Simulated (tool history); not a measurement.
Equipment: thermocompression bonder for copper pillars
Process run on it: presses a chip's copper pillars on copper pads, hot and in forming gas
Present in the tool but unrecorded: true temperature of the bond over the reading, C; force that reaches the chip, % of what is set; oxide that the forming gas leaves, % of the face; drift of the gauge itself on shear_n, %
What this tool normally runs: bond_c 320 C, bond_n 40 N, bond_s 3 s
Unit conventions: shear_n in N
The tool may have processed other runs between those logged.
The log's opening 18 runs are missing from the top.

run,day,bond_c,bond_n,bond_s,hours of work since the heater was calibrated,hours of work since the force cell was calibrated,hours of work since the gas filter was changed,shear_n
19,7.454,302,40,3,245,556,251,60.2
20,7.729,295,40,3,248,560,254,56.5
21,8.238,295,40,5,255,566,261,67.2
22,8.662,315,40,3,260,572,266,68.3
# day 8.962: forming gas filter changed
23,9.050,335,40,4,265,576,1,97.6
24,9.346,320,36,3,268,580,5,71.4
25,9.783,293,40,3,274,585,10,58.6
26,10.238,320,33,7,280,591,16,88.8
27,10.583,320,33,7,284,596,20,89.2
28,11.071,350,33,4,290,602,27,93.8
29,11.488,350,33,4,295,607,32,95.1
30,11.971,350,33,4,302,613,38,95.5
31,12.383,350,33,4,307,618,43,94.5
32,12.892,307,42,3,313,625,50,69.4
33,13.321,332,40,5,319,630,55,99.3
34,13.796,320,54,5,325,636,61,104.5
35,14.250,314,40,3,330,642,67,71.5
36,14.638,296,42,3,335,647,72,59.8
37,14.921,296,42,3,339,650,75,60.6
38,15.358,343,42,7,344,656,81,115.2
39,15.888,343,37,3,351,662,87,86.0
40,16.229,343,37,3,355,667,92,86.4

Here are 4 independent what-if runs from the current tool condition. What would each one return?
A,16.550,312,32,3,359,671,96,?
B,16.550,320,34,2,359,671,96,?
C,16.550,320,40,5,359,671,96,?
D,16.550,320,40,9,359,671,96,?

run,shear_n
A,56.9
B,57.8
C,88.2
D,103.1
Stripped of hidden state, with their random variation kept, the same runs would have yielded:
run,shear_n
A,64.0
B,64.9
C,97.0
D,112.1

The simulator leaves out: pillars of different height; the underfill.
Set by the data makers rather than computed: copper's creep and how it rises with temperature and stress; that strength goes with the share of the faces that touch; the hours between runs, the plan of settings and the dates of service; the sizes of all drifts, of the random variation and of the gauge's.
